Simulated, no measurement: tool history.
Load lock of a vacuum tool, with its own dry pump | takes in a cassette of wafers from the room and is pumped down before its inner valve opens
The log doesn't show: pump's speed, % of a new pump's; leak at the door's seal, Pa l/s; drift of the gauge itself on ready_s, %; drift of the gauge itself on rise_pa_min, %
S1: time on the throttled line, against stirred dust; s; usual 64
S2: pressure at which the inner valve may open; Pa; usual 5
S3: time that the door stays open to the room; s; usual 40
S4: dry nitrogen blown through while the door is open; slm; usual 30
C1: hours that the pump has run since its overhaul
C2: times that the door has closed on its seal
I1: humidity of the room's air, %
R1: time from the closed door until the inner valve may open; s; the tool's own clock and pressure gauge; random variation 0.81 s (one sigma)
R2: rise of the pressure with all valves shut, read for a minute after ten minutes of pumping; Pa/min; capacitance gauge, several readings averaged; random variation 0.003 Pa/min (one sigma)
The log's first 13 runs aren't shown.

run 14 hour=3047.9 | S1=101 S2=5 S3=40 S4=33 | C1=1561 C2=26717 | I1=45.6 | R1=153.3 R2=0.159
run 15 hour=3360.9 | S1=64 S2=5 S3=40 S4=30 | C1=1874 C2=27282 | I1=43.7 | R1=125.2 R2=0.167
run 16 hour=3518.8 | S1=64 S2=5 S3=40 S4=30 | C1=2032 C2=27567 | I1=45.7 | R1=126.5 R2=0.17
run 17 hour=3834.8 | S1=85 S2=5 S3=40 S4=30 | C1=2348 C2=28136 | I1=45.4 | R1=141.6 R2=0.179
run 18 hour=4131.4 | S1=85 S2=5 S3=40 S4=30 | C1=2645 C2=28671 | I1=45.7 | R1=140.4 R2=0.179
run 19 hour=4306.4 | S1=85 S2=5 S3=40 S4=30 | C1=2820 C2=28987 | I1=44 | R1=142.1 R2=0.179
run 20 hour=4593.4 | S1=95 S2=10 S3=37 S4=7 | C1=3107 C2=29504 | I1=41.6 | R1=139.2 R2=0.197
run 21 hour=4747.3 | S1=41 S2=5 S3=112 S4=9 | C1=3260 C2=29782 | I1=47.3 | R1=111.4 R2=0.258
run 22 hour=4897.7 | S1=41 S2=5 S3=112 S4=9 | C1=3411 C2=30053 | I1=44.9 | R1=111.2 R2=0.243
run 23 hour=5221.6 | S1=111 S2=5 S3=233 S4=44 | C1=3735 C2=30637 | I1=48.9 | R1=159.7 R2=0.239
run 24 hour=5401.8 | S1=111 S2=5 S3=233 S4=44 | C1=3915 C2=30962 | I1=43.5 | R1=160 R2=0.244
run 25 hour=5550.7 | S1=111 S2=5 S3=233 S4=44 | C1=4064 C2=31231 | I1=41.6 | R1=162.3 R2=0.244
run 26 hour=5716.1 | S1=32 S2=4 S3=179 S4=25 | C1=4229 C2=31529 | I1=44.3 | R1=107.5 R2=0.26
run 27 hour=5870.3 | S1=50 S2=4 S3=38 S4=25 | C1=4384 C2=31807 | I1=41.8 | R1=120.9 R2=0.202
run 28 hour=6146 | S1=81 S2=9 S3=232 S4=9 | C1=4659 C2=32304 | I1=42.7 | R1=135.7 R2=0.321
run 29 hour=6426.6 | S1=81 S2=9 S3=232 S4=9 | C1=4940 C2=32810 | I1=45.6 | R1=134 R2=0.331
run 30 hour=6584 | S1=84 S2=4 S3=61 S4=7 | C1=5097 C2=33094 | I1=43.1 | R1=143.9 R2=0.245
run 31 hour=6798.5 | S1=51 S2=5 S3=53 S4=30 | C1=5312 C2=33481 | I1=43.4 | R1=118.6 R2=0.231
run 32 hour=7006 | S1=51 S2=5 S3=53 S4=30 | C1=5519 C2=33855 | I1=45 | R1=119.3 R2=0.226
run 33 hour=7164.1 | S1=51 S2=5 S3=53 S4=30 | C1=5677 C2=34140 | I1=44 | R1=120.7 R2=0.225
run 34 hour=7398.6 | S1=89 S2=4 S3=53 S4=30 | C1=5912 C2=34563 | I1=46.3 | R1=147.4 R2=0.23
run 35 hour=7650.3 | S1=64 S2=4 S3=40 S4=30 | C1=6163 C2=35017 | I1=47.9 | R1=131.3 R2=0.227
run 36 hour=7926.3 | S1=47 S2=7 S3=181 S4=15 | C1=6440 C2=35515 | I1=45.1 | R1=116.7 R2=0.323

Forecast each of these 5 alternatives for the next run:
run A hour=8097.8 | S1=47 S2=7 S3=82 S4=23 | C1=6611 C2=35824 | I1=41.5 | R1=? R2=?
run B hour=8097.8 | S1=58 S2=7 S3=181 S4=17 | C1=6611 C2=35824 | I1=42 | R1=? R2=?
run C hour=8097.8 | S1=47 S2=7 S3=237 S4=4 | C1=6611 C2=35824 | I1=49.2 | R1=? R2=?
run D hour=8097.8 | S1=43 S2=7 S3=181 S4=15 | C1=6611 C2=35824 | I1=45.5 | R1=? R2=?
run E hour=8097.8 | S1=64 S2=5 S3=40 S4=44 | C1=6611 C2=35824 | I1=47.2 | R1=? R2=?

run=A R1=114.7 R2=0.26
run=B R1=122.6 R2=0.307
run=C R1=115.5 R2=0.395
run=D R1=113 R2=0.319
run=E R1=130.4 R2=0.23
Without the tool's hidden state the same runs would have given:
run=A R1=109.8 R2=0.066
run=B R1=117.9 R2=0.11
run=C R1=110.5 R2=0.2
run=D R1=107.9 R2=0.122
run=E R1=125.5 R2=0.034
